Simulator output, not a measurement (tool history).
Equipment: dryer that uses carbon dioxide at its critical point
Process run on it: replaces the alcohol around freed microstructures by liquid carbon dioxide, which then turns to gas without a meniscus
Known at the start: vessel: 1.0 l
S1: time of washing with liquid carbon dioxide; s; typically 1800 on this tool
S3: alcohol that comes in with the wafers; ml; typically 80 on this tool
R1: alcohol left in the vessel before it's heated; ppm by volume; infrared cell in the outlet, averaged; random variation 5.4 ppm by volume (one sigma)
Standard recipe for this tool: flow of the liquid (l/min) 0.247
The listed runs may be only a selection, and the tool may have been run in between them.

{"run": 1, "day": 0.0, "S1": 1800, "flow of the liquid (l/min)": 0.247, "S3": 80, "R1": 326}
{"run": 2, "day": 2.125, "S1": 1800, "flow of the liquid (l/min)": 0.247, "S3": 80, "R1": 356}
{"run": 3, "day": 4.533, "S1": 1800, "flow of the liquid (l/min)": 0.162, "S3": 80, "R1": 2110}
{"run": 4, "day": 6.925, "S1": 1800, "flow of the liquid (l/min)": 0.2, "S3": 80, "R1": 1054}
{"run": 5, "day": 8.875, "S1": 1800, "flow of the liquid (l/min)": 0.2, "S3": 80, "R1": 1111}
{"run": 6, "day": 11.092, "S1": 1800, "flow of the liquid (l/min)": 0.2, "S3": 80, "R1": 1257}
{"run": 7, "day": 12.408, "S1": 1800, "flow of the liquid (l/min)": 0.2, "S3": 81, "R1": 609}
{"run": 8, "day": 13.629, "S1": 1800, "flow of the liquid (l/min)": 0.247, "S3": 80, "R1": 295}
{"run": 9, "day": 15.804, "S1": 1800, "flow of the liquid (l/min)": 0.247, "S3": 80, "R1": 327}
{"run": 10, "day": 18.012, "S1": 1800, "flow of the liquid (l/min)": 0.247, "S3": 38, "R1": 258}
{"run": 11, "day": 19.746, "S1": 1800, "flow of the liquid (l/min)": 0.247, "S3": 38, "R1": 285}
{"run": 12, "day": 21.754, "S1": 1800, "flow of the liquid (l/min)": 0.247, "S3": 80, "R1": 423}
{"run": 13, "day": 23.792, "S1": 1800, "flow of the liquid (l/min)": 0.247, "S3": 80, "R1": 454}
{"run": 14, "day": 24.846, "S1": 1800, "flow of the liquid (l/min)": 0.247, "S3": 80, "R1": 478}
{"run": 15, "day": 27.429, "S1": 1800, "flow of the liquid (l/min)": 0.247, "S3": 80, "R1": 548}
{"run": 16, "day": 29.438, "S1": 2460, "flow of the liquid (l/min)": 0.386, "S3": 32, "R1": 231}
{"run": 17, "day": 31.021, "S1": 2460, "flow of the liquid (l/min)": 0.386, "S3": 98, "R1": 216}
{"run": 18, "day": 32.325, "S1": 1920, "flow of the liquid (l/min)": 0.326, "S3": 98, "R1": 232}
{"run": 19, "day": 33.775, "S1": 1320, "flow of the liquid (l/min)": 0.208, "S3": 98, "R1": 2289}
{"run": 20, "day": 36.371, "S1": 1800, "flow of the liquid (l/min)": 0.247, "S3": 23, "R1": 290}
{"run": 21, "day": 38.942, "S1": 2580, "flow of the liquid (l/min)": 0.334, "S3": 85, "R1": 250}
{"run": 22, "day": 41.175, "S1": 2580, "flow of the liquid (l/min)": 0.334, "S3": 85, "R1": 249}
{"run": 23, "day": 43.05, "S1": 2580, "flow of the liquid (l/min)": 0.334, "S3": 51, "R1": 254}
{"run": 24, "day": 45.571, "S1": 2580, "flow of the liquid (l/min)": 0.334, "S3": 51, "R1": 266}
{"run": 25, "day": 46.779, "S1": 2580, "flow of the liquid (l/min)": 0.334, "S3": 51, "R1": 5}
{"run": 26, "day": 48.838, "S1": 2580, "flow of the liquid (l/min)": 0.334, "S3": 51, "R1": 15}
{"run": 27, "day": 50.033, "S1": 2460, "flow of the liquid (l/min)": 0.334, "S3": 86, "R1": 18}
{"run": 28, "day": 51.138, "S1": 2460, "flow of the liquid (l/min)": 0.287, "S3": 52, "R1": 20}
{"run": 29, "day": 52.7, "S1": 1380, "flow of the liquid (l/min)": 0.277, "S3": 68, "R1": 336}
{"run": 30, "day": 54.017, "S1": 1380, "flow of the liquid (l/min)": 0.277, "S3": 68, "R1": 365}

Withheld: 4 entries from between the runs. Position of each, and hidden state at the listed run before versus the listed run after:
In the gap between runs 6 and 7: inlet filter changed (day 11.721)
  flow that reaches the vessel past the clogged filter, %: 82.6 -> 99.3; alcohol in the recycled carbon dioxide, ppm: 153.5 -> 157.4
  measured result minus the result with no hidden state, R1: +798 -> +164 ppm by volume
In the gap between runs 16 and 17: inlet filter changed (day 30.771)
  flow that reaches the vessel past the clogged filter, %: 83.4 -> 99.4; alcohol in the recycled carbon dioxide, ppm: 214.5 -> 219.8
  measured result minus the result with no hidden state, R1: +216 -> +213 ppm by volume
In the gap between runs 24 and 25: purifier's bed changed (day 46.579)
  flow that reaches the vessel past the clogged filter, %: 85.9 -> 85; alcohol in the recycled carbon dioxide, ppm: 269.8 -> 5.9
  measured result minus the result with no hidden state, R1: +266 -> +2 ppm by volume
In the gap between runs 26 and 27: inlet filter changed (day 49.862)
  flow that reaches the vessel past the clogged filter, %: 83 -> 99.7; alcohol in the recycled carbon dioxide, ppm: 12.4 -> 16.2
  measured result minus the result with no hidden state, R1: +8 -> +11 ppm by volume

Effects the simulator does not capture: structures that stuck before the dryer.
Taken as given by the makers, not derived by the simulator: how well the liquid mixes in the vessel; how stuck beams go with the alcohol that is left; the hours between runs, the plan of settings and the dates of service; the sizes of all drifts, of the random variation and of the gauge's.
